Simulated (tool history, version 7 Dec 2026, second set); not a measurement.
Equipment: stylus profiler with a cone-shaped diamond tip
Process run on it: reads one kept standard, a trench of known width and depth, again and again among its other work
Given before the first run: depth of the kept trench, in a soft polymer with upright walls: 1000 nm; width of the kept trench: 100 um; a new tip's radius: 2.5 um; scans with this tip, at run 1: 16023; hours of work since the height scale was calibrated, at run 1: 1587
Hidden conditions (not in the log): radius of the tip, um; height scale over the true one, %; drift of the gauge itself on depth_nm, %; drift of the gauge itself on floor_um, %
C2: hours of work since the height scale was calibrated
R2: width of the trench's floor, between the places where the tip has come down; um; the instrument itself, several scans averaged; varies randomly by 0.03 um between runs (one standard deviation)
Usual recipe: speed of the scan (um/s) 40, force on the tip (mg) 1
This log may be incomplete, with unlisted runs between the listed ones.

run 1 hour=0 | speed_of_the_scan_(um/s)=40 force_on_the_tip_(mg)=1 | scans_with_this_tip=16023 C2=1587 | depth_of_the_trench_(Å)=10086.3 R2=94.41
run 2 hour=64.2 | speed_of_the_scan_(um/s)=40 force_on_the_tip_(mg)=1 | scans_with_this_tip=16411 C2=1625 | depth_of_the_trench_(Å)=10086.7 R2=94.38
run 3 hour=95 | speed_of_the_scan_(um/s)=40 force_on_the_tip_(mg)=1 | scans_with_this_tip=16597 C2=1644 | depth_of_the_trench_(Å)=10080.2 R2=94.37
run 4 hour=133.5 | speed_of_the_scan_(um/s)=40 force_on_the_tip_(mg)=1 | scans_with_this_tip=16829 C2=1667 | depth_of_the_trench_(Å)=10088.1 R2=94.38
run 5 hour=201.3 | speed_of_the_scan_(um/s)=40 force_on_the_tip_(mg)=0.43 | scans_with_this_tip=17239 C2=1707 | depth_of_the_trench_(Å)=10061.8 R2=94.2
run 6 hour=262 | speed_of_the_scan_(um/s)=13 force_on_the_tip_(mg)=0.44 | scans_with_this_tip=17606 C2=1744 | depth_of_the_trench_(Å)=10064.8 R2=94.42
run 7 hour=327.3 | speed_of_the_scan_(um/s)=10 force_on_the_tip_(mg)=0.39 | scans_with_this_tip=18000 C2=1783 | depth_of_the_trench_(Å)=10066.9 R2=94.39
run 8 hour=398.8 | speed_of_the_scan_(um/s)=128 force_on_the_tip_(mg)=0.59 | scans_with_this_tip=18432 C2=1826 | depth_of_the_trench_(Å)=10074.9 R2=93.55
run 9 hour=429.3 | speed_of_the_scan_(um/s)=128 force_on_the_tip_(mg)=0.59 | scans_with_this_tip=18616 C2=1844 | depth_of_the_trench_(Å)=10070.3 R2=93.47
run 10 hour=467.5 | speed_of_the_scan_(um/s)=40 force_on_the_tip_(mg)=0.86 | scans_with_this_tip=18847 C2=1867 | depth_of_the_trench_(Å)=10083.6 R2=94.17

5 options for the next run, each taken on its own from the tool as it stands now. Forecast them:
run A hour=505.4 | speed_of_the_scan_(um/s)=83 force_on_the_tip_(mg)=1.42 | scans_with_this_tip=19076 C2=1889 | depth_of_the_trench_(Å)=? R2=?
run B hour=505.4 | speed_of_the_scan_(um/s)=67 force_on_the_tip_(mg)=1.73 | scans_with_this_tip=19076 C2=1889 | depth_of_the_trench_(Å)=? R2=?
run C hour=505.4 | speed_of_the_scan_(um/s)=22 force_on_the_tip_(mg)=1.51 | scans_with_this_tip=19076 C2=1889 | depth_of_the_trench_(Å)=? R2=?
run D hour=505.4 | speed_of_the_scan_(um/s)=96 force_on_the_tip_(mg)=0.56 | scans_with_this_tip=19076 C2=1889 | depth_of_the_trench_(Å)=? R2=?
run E hour=505.4 | speed_of_the_scan_(um/s)=40 force_on_the_tip_(mg)=0.43 | scans_with_this_tip=19076 C2=1889 | depth_of_the_trench_(Å)=? R2=?

run=A depth_of_the_trench_(Å)=10101.6 R2=93.99
run=B depth_of_the_trench_(Å)=10114 R2=94.02
run=C depth_of_the_trench_(Å)=10107.1 R2=94.31
run=D depth_of_the_trench_(Å)=10073 R2=93.74
run=E depth_of_the_trench_(Å)=10068.7 R2=93.98
Without the tool's unlogged condition, the same runs would have read:
run=A depth_of_the_trench_(Å)=10064.6 R2=95.6
run=B depth_of_the_trench_(Å)=10076.9 R2=95.64
run=C depth_of_the_trench_(Å)=10070 R2=95.92
run=D depth_of_the_trench_(Å)=10036.1 R2=95.36
run=E depth_of_the_trench_(Å)=10031.8 R2=95.6

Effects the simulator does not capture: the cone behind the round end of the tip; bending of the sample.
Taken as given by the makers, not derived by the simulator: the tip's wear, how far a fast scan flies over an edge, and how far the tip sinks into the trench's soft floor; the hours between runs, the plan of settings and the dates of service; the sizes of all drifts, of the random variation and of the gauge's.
